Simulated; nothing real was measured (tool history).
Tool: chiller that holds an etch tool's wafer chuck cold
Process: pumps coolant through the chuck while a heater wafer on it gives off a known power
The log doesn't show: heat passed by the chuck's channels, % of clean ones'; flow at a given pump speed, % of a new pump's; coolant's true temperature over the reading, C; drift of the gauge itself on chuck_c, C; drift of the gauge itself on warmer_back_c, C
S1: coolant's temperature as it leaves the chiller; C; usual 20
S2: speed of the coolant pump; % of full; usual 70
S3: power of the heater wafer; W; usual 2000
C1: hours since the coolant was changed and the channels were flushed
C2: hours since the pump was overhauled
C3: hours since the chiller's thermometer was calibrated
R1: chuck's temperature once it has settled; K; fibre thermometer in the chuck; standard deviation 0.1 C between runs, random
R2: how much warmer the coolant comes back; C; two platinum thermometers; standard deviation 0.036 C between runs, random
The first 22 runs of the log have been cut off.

-- hour=1028 chiller's thermometer calibrated
run 23 hour=1042.8 | S1=13 S2=70 S3=2000 | C1=1418 C2=1155 C3=15 | R1=303.45 R2=6.43
run 24 hour=1085.1 | S1=11 S2=71 S3=1509 | C1=1460 C2=1197 C3=57 | R1=296.95 R2=4.79
run 25 hour=1148.3 | S1=11 S2=71 S3=1509 | C1=1523 C2=1261 C3=120 | R1=296.95 R2=4.69
run 26 hour=1207.7 | S1=16 S2=73 S3=1234 | C1=1583 C2=1320 C3=180 | R1=299.65 R2=3.84
run 27 hour=1242.7 | S1=29 S2=74 S3=1493 | C1=1618 C2=1355 C3=215 | R1=314.45 R2=4.57
run 28 hour=1275.5 | S1=17 S2=70 S3=2932 | C1=1650 C2=1388 C3=248 | R1=315.75 R2=9.49
run 29 hour=1322.6 | S1=17 S2=70 S3=1707 | C1=1697 C2=1435 C3=295 | R1=305.05 R2=5.49
run 30 hour=1352.4 | S1=22 S2=61 S3=1693 | C1=1727 C2=1465 C3=324 | R1=311.35 R2=6.27
run 31 hour=1391 | S1=19 S2=78 S3=1693 | C1=1766 C2=1503 C3=363 | R1=305.85 R2=4.94

Alternative continuations, all from the tool just after run 31; predict every row:
run A hour=1422.1 | S1=13 S2=63 S3=1103 | C1=1797 C2=1534 C3=394 | R1=? R2=?
run B hour=1422.1 | S1=14 S2=75 S3=2241 | C1=1797 C2=1534 C3=394 | R1=? R2=?
run C hour=1422.1 | S1=20 S2=64 S3=1693 | C1=1797 C2=1534 C3=394 | R1=? R2=?
run D hour=1422.1 | S1=14 S2=62 S3=1031 | C1=1797 C2=1534 C3=394 | R1=? R2=?
run E hour=1422.1 | S1=11 S2=70 S3=1205 | C1=1797 C2=1534 C3=394 | R1=? R2=?

run=A R1=296.65 R2=3.99
run=B R1=305.95 R2=6.77
run=C R1=308.85 R2=6.01
run=D R1=296.75 R2=3.78
run=E R1=294.65 R2=3.94
With no hidden state in the tool, these same runs would have given:
run=A R1=296.15 R2=3.92
run=B R1=304.85 R2=6.64
run=C R1=307.95 R2=5.9
run=D R1=296.25 R2=3.71
run=E R1=294.15 R2=3.87

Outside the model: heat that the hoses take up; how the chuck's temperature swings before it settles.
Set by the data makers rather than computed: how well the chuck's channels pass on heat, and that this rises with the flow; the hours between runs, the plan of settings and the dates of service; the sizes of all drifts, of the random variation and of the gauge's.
